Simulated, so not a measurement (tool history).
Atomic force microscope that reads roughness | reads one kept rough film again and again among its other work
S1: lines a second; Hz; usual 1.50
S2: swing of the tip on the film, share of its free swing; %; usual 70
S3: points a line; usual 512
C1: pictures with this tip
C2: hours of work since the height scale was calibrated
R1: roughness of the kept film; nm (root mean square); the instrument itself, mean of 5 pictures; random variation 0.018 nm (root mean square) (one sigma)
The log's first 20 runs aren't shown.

{"hour": 680.6, "done": "height scale calibrated on a step standard, once more"}
{"run": 21, "hour": 691.3, "S1": 2.09, "S2": 80, "S3": 883, "C1": 77, "C2": 6, "R1": 3.247}
{"hour": 703.4, "done": "new tip fitted"}
{"run": 22, "hour": 711.9, "S1": 1.5, "S2": 57, "S3": 578, "C1": 16, "C2": 18, "R1": 4.27}
{"run": 23, "hour": 740.7, "S1": 1.6, "S2": 57, "S3": 276, "C1": 73, "C2": 35, "R1": 3.705}
{"hour": 753.7, "done": "new tip fitted"}
{"run": 24, "hour": 778.1, "S1": 0.74, "S2": 83, "S3": 646, "C1": 48, "C2": 56, "R1": 3.795}
{"hour": 807.3, "done": "new tip fitted"}
{"run": 25, "hour": 809.3, "S1": 0.56, "S2": 71, "S3": 827, "C1": 4, "C2": 74, "R1": 4.398}
{"run": 26, "hour": 829.6, "S1": 1.23, "S2": 56, "S3": 810, "C1": 44, "C2": 86, "R1": 3.993}
{"run": 27, "hour": 854.6, "S1": 1.54, "S2": 72, "S3": 786, "C1": 93, "C2": 100, "R1": 3.365}
{"hour": 858.0, "done": "new tip fitted"}
{"run": 28, "hour": 899.7, "S1": 1.65, "S2": 70, "S3": 512, "C1": 82, "C2": 126, "R1": 3.425}
{"hour": 908.8, "done": "new tip fitted"}
{"run": 29, "hour": 947.4, "S1": 1.65, "S2": 80, "S3": 438, "C1": 76, "C2": 153, "R1": 3.339}
{"hour": 959.2, "done": "new tip fitted"}
{"run": 30, "hour": 991.7, "S1": 0.87, "S2": 77, "S3": 386, "C1": 64, "C2": 179, "R1": 3.584}
{"hour": 1012.6, "done": "new tip fitted"}
{"run": 31, "hour": 1013.0, "S1": 2.36, "S2": 77, "S3": 866, "C1": 0, "C2": 191, "R1": 3.867}
{"run": 32, "hour": 1054.5, "S1": 1.85, "S2": 68, "S3": 383, "C1": 82, "C2": 215, "R1": 3.421}
{"hour": 1063.1, "done": "new tip fitted"}
{"run": 33, "hour": 1101.6, "S1": 1.85, "S2": 83, "S3": 383, "C1": 76, "C2": 242, "R1": 3.181}
{"hour": 1114.2, "done": "new tip fitted"}
{"run": 34, "hour": 1126.5, "S1": 1.5, "S2": 82, "S3": 512, "C1": 25, "C2": 256, "R1": 3.678}
{"hour": 1166.7, "done": "new tip fitted"}
{"run": 35, "hour": 1166.7, "S1": 0.58, "S2": 70, "S3": 1008, "C1": 0, "C2": 279, "R1": 4.376}
{"run": 36, "hour": 1200.8, "S1": 1.11, "S2": 63, "S3": 619, "C1": 67, "C2": 299, "R1": 3.67}

Forecast each of these 4 alternatives for the next run:
{"hour": 1218.0, "done": "new tip fitted"}
{"run": "A", "hour": 1233.1, "S1": 0.63, "S2": 63, "S3": 619, "C1": 30, "C2": 317, "R1": "?"}
{"hour": 1218.0, "done": "new tip fitted"}
{"run": "B", "hour": 1233.1, "S1": 0.53, "S2": 63, "S3": 387, "C1": 30, "C2": 317, "R1": "?"}
{"hour": 1218.0, "done": "new tip fitted"}
{"run": "C", "hour": 1233.1, "S1": 2.42, "S2": 69, "S3": 512, "C1": 30, "C2": 317, "R1": "?"}
{"hour": 1218.0, "done": "new tip fitted"}
{"run": "D", "hour": 1233.1, "S1": 1.11, "S2": 69, "S3": 619, "C1": 30, "C2": 317, "R1": "?"}

run=A R1=4.147
run=B R1=4.184
run=C R1=3.829
run=D R1=4.029
Without the tool's hidden state the same runs would have given:
run=A R1=4.516
run=B R1=4.557
run=C R1=4.171
run=D R1=4.387
